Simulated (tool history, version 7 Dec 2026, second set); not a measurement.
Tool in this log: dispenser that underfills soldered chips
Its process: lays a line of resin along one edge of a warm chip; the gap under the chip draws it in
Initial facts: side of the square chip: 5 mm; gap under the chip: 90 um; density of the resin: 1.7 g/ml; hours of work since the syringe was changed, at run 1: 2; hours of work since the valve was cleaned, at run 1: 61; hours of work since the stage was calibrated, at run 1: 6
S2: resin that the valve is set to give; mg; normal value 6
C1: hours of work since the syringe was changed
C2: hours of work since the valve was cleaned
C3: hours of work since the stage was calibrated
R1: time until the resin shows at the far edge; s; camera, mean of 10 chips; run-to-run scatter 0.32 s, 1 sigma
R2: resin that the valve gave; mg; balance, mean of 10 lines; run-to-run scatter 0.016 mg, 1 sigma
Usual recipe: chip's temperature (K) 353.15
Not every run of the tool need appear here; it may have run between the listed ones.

run 1 day=0 | chip's_temperature_(K)=353.15 S2=6 | C1=2 C2=61 C3=6 | R1=13.6 R2=5.85
run 2 day=0.279 | chip's_temperature_(K)=353.15 S2=6 | C1=7 C2=66 C3=12 | R1=17.2 R2=5.86
-- day=0.442 new syringe of resin
run 3 day=0.475 | chip's_temperature_(K)=353.15 S2=6 | C1=1 C2=69 C3=15 | R1=12.6 R2=5.84
run 4 day=0.658 | chip's_temperature_(K)=353.15 S2=6 | C1=4 C2=73 C3=18 | R1=14.8 R2=5.83
-- day=1.008 new syringe of resin
run 5 day=1.05 | chip's_temperature_(K)=353.15 S2=6 | C1=1 C2=80 C3=25 | R1=12.8 R2=5.81
run 6 day=1.421 | chip's_temperature_(K)=353.15 S2=6 | C1=8 C2=86 C3=32 | R1=17.6 R2=5.8
-- day=1.583 new syringe of resin
run 7 day=1.729 | chip's_temperature_(K)=353.15 S2=6 | C1=3 C2=92 C3=37 | R1=13.3 R2=5.79
-- day=1.821 dispensing valve cleaned and set on the balance
run 8 day=2.083 | chip's_temperature_(K)=353.15 S2=6.3 | C1=8 C2=5 C3=43 | R1=18 R2=6.29
-- day=2.204 new syringe of resin
run 9 day=2.321 | chip's_temperature_(K)=353.15 S2=6.9 | C1=2 C2=9 C3=47 | R1=13.3 R2=6.88
run 10 day=2.65 | chip's_temperature_(K)=353.15 S2=6.9 | C1=8 C2=15 C3=53 | R1=17.8 R2=6.86
-- day=2.758 new syringe of resin
run 11 day=3.025 | chip's_temperature_(K)=353.15 S2=6.9 | C1=5 C2=22 C3=60 | R1=15.1 R2=6.85
-- day=3.321 new syringe of resin
run 12 day=3.421 | chip's_temperature_(K)=353.15 S2=6.9 | C1=2 C2=29 C3=67 | R1=12.9 R2=6.84
run 13 day=3.642 | chip's_temperature_(K)=353.15 S2=6.9 | C1=6 C2=33 C3=71 | R1=15 R2=6.84
run 14 day=3.8 | chip's_temperature_(K)=353.15 S2=6.9 | C1=9 C2=36 C3=74 | R1=18.1 R2=6.81
-- day=3.879 new syringe of resin
run 15 day=4.171 | chip's_temperature_(K)=353.15 S2=6 | C1=5 C2=42 C3=80 | R1=15 R2=5.91
run 16 day=4.371 | chip's_temperature_(K)=353.15 S2=6 | C1=9 C2=46 C3=84 | R1=18.4 R2=5.9
-- day=4.446 new syringe of resin
run 17 day=4.725 | chip's_temperature_(K)=353.15 S2=6 | C1=5 C2=52 C3=90 | R1=15.3 R2=5.88
run 18 day=4.942 | chip's_temperature_(K)=353.15 S2=6 | C1=9 C2=56 C3=94 | R1=18.2 R2=5.88
-- day=5.004 new syringe of resin
run 19 day=5.158 | chip's_temperature_(K)=353.15 S2=6 | C1=3 C2=60 C3=98 | R1=13.3 R2=5.88
run 20 day=5.488 | chip's_temperature_(K)=353.15 S2=6 | C1=9 C2=66 C3=104 | R1=18.6 R2=5.87
-- day=5.567 new syringe of resin
run 21 day=5.667 | chip's_temperature_(K)=343.15 S2=7.28 | C1=2 C2=69 C3=107 | R1=20.5 R2=7.08
run 22 day=5.992 | chip's_temperature_(K)=343.15 S2=7.28 | C1=8 C2=75 C3=113 | R1=27.2 R2=7.07
-- day=6.117 new syringe of resin
run 23 day=6.229 | chip's_temperature_(K)=349.15 S2=6.15 | C1=2 C2=79 C3=117 | R1=15.8 R2=5.97
run 24 day=6.467 | chip's_temperature_(K)=353.15 S2=5.64 | C1=6 C2=83 C3=121 | R1=15.6 R2=5.46
run 25 day=6.625 | chip's_temperature_(K)=360.15 S2=5.55 | C1=9 C2=86 C3=124 | R1=12.7 R2=5.35
-- day=6.688 new syringe of resin
-- day=7.046 dispensing valve cleaned and set on the balance
run 26 day=7.046 | chip's_temperature_(K)=365.15 S2=5.2 | C1=6 C2=0 C3=131 | R1=9.1 R2=5.19
run 27 day=7.221 | chip's_temperature_(K)=353.15 S2=6.07 | C1=9 C2=3 C3=134 | R1=18.7 R2=6.07
-- day=7.283 new syringe of resin
run 28 day=7.525 | chip's_temperature_(K)=353.15 S2=6.07 | C1=4 C2=9 C3=140 | R1=14.7 R2=6.06
run 29 day=7.817 | chip's_temperature_(K)=339.15 S2=7.1 | C1=10 C2=14 C3=145 | R1=36.4 R2=7.07
-- day=7.85 new syringe of resin
run 30 day=8.071 | chip's_temperature_(K)=358.15 S2=6.2 | C1=4 C2=18 C3=149 | R1=11.4 R2=6.14
run 31 day=8.271 | chip's_temperature_(K)=362.15 S2=5.57 | C1=8 C2=22 C3=153 | R1=11.1 R2=5.52
-- day=8.4 new syringe of resin
run 32 day=8.492 | chip's_temperature_(K)=352.15 S2=6.08 | C1=2 C2=26 C3=157 | R1=13.1 R2=6.02
run 33 day=8.825 | chip's_temperature_(K)=349.15 S2=6 | C1=8 C2=32 C3=163 | R1=20.3 R2=5.95

Predict the results of run 34:
-- day=8.962 new syringe of resin
run 34 day=9.208 | chip's_temperature_(K)=349.15 S2=6 | C1=5 C2=39 C3=170 | R1=? R2=?

{"run 34": {"R1": 17.8, "R2": 5.91}}
Had the tool carried no hidden state, the very same run would have given R1 14.8 s, R2 6 mg.

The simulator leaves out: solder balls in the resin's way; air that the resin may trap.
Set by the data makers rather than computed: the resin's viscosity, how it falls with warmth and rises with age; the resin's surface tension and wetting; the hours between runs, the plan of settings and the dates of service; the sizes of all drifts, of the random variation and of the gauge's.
